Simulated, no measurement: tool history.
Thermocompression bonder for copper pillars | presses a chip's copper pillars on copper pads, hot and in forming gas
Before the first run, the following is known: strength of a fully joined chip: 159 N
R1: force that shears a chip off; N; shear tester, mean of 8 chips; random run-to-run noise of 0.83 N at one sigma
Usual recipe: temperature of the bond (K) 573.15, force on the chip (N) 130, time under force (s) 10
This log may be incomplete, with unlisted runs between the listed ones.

{"run": 1, "hour": 0.0, "temperature of the bond (K)": 573.15, "force on the chip (N)": 130, "time under force (s)": 10, "R1": 63.7}
{"run": 2, "hour": 18.3, "temperature of the bond (K)": 573.15, "force on the chip (N)": 130, "time under force (s)": 10, "R1": 62.5}
{"run": 3, "hour": 25.9, "temperature of the bond (K)": 573.15, "force on the chip (N)": 130, "time under force (s)": 10, "R1": 63.6}
{"run": 4, "hour": 38.8, "temperature of the bond (K)": 573.15, "force on the chip (N)": 130, "time under force (s)": 10, "R1": 64.5}
{"run": 5, "hour": 48.4, "temperature of the bond (K)": 573.15, "force on the chip (N)": 130, "time under force (s)": 10, "R1": 63}
{"run": 6, "hour": 67.1, "temperature of the bond (K)": 573.15, "force on the chip (N)": 103, "time under force (s)": 10, "R1": 51.8}
{"run": 7, "hour": 77.6, "temperature of the bond (K)": 591.15, "force on the chip (N)": 130, "time under force (s)": 10, "R1": 80.8}
{"run": 8, "hour": 88.3, "temperature of the bond (K)": 591.15, "force on the chip (N)": 130, "time under force (s)": 10, "R1": 80.4}
{"run": 9, "hour": 98.7, "temperature of the bond (K)": 595.15, "force on the chip (N)": 130, "time under force (s)": 10, "R1": 83.2}
{"run": 10, "hour": 107.3, "temperature of the bond (K)": 595.15, "force on the chip (N)": 130, "time under force (s)": 10, "R1": 83.4}
{"run": 11, "hour": 123.5, "temperature of the bond (K)": 554.15, "force on the chip (N)": 135, "time under force (s)": 13, "R1": 54.4}
{"run": 12, "hour": 132.2, "temperature of the bond (K)": 573.15, "force on the chip (N)": 100, "time under force (s)": 15, "R1": 59.1}
{"run": 13, "hour": 144.1, "temperature of the bond (K)": 573.15, "force on the chip (N)": 100, "time under force (s)": 15, "R1": 58.8}
{"run": 14, "hour": 153.5, "temperature of the bond (K)": 547.15, "force on the chip (N)": 86, "time under force (s)": 17, "R1": 34.4}
{"run": 15, "hour": 161.6, "temperature of the bond (K)": 547.15, "force on the chip (N)": 106, "time under force (s)": 17, "R1": 43}
{"run": 16, "hour": 171.4, "temperature of the bond (K)": 547.15, "force on the chip (N)": 192, "time under force (s)": 17, "R1": 73.9}
{"run": 17, "hour": 188.7, "temperature of the bond (K)": 570.15, "force on the chip (N)": 130, "time under force (s)": 11, "R1": 61.7}
{"run": 18, "hour": 199.3, "temperature of the bond (K)": 554.15, "force on the chip (N)": 160, "time under force (s)": 11, "R1": 60.2}

Predict each of these 4 candidate next runs independently; none follows another, all start after run 18:
{"run": "A", "hour": 212.5, "temperature of the bond (K)": 572.15, "force on the chip (N)": 129, "time under force (s)": 14, "R1": "?"}
{"run": "B", "hour": 212.5, "temperature of the bond (K)": 546.15, "force on the chip (N)": 144, "time under force (s)": 11, "R1": "?"}
{"run": "C", "hour": 212.5, "temperature of the bond (K)": 579.15, "force on the chip (N)": 148, "time under force (s)": 10, "R1": "?"}
{"run": "D", "hour": 212.5, "temperature of the bond (K)": 562.15, "force on the chip (N)": 127, "time under force (s)": 11, "R1": "?"}

run=A R1=70
run=B R1=48.1
run=C R1=75.8
run=D R1=53.4
Without the tool's hidden state the same runs would have given:
run=A R1=73.2
run=B R1=50.1
run=C R1=79.2
run=D R1=55.7

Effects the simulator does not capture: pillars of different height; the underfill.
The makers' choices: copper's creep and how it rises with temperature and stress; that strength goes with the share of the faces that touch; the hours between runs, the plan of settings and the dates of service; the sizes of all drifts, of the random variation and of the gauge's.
